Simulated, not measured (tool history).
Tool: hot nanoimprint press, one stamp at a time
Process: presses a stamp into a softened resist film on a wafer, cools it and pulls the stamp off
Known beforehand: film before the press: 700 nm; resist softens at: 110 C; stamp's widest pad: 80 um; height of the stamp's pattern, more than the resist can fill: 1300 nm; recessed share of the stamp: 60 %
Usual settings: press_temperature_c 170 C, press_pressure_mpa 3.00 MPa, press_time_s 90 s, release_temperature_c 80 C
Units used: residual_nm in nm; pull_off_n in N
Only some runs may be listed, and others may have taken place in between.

run	day	press_temperature_c	press_pressure_mpa	press_time_s	release_temperature_c	residual_nm	pull_off_n
1	0.000	170	3.00	90	80	428.4	178
2	0.854	170	3.00	83	80	444.3	182
3	2.783	170	3.00	90	76	432.2	193
4	4.221	170	3.00	90	76	432.8	202
# day 5.442: stamp cleaned and given a new release coat
5	6.258	170	3.00	90	76	442.0	175
6	7.517	170	3.00	90	80	435.8	167
# day 7.742: plate thermocouple calibrated
7	9.392	170	3.76	64	66	466.7	225
8	10.842	170	2.77	47	80	538.5	179
9	12.571	170	2.77	47	80	541.5	176
# day 13.546: plate thermocouple calibrated, once more
10	14.312	170	2.77	47	80	513.5	171
11	16.196	158	4.30	79	76	616.3	194
12	17.075	158	4.58	179	80	543.7	178

Predict each of these 4 candidate next runs independently; none follows another, all start after run 12:
# day 18.088: stamp cleaned and given a new release coat
A	18.338	160	4.58	179	79	?	?
# day 18.088: stamp cleaned and given a new release coat
B	18.338	158	4.45	64	75	?	?
# day 18.088: stamp cleaned and given a new release coat
C	18.338	178	2.07	105	80	?	?
# day 18.088: stamp cleaned and given a new release coat
D	18.338	158	4.58	179	83	?	?

run	residual_nm	pull_off_n
A	498.5	173
B	632.3	178
C	293.0	163
D	544.6	156
What these runs would have given with no unlogged condition in the tool:
run	residual_nm	pull_off_n
A	490.5	171
B	628.4	177
C	288.3	162
D	537.4	155
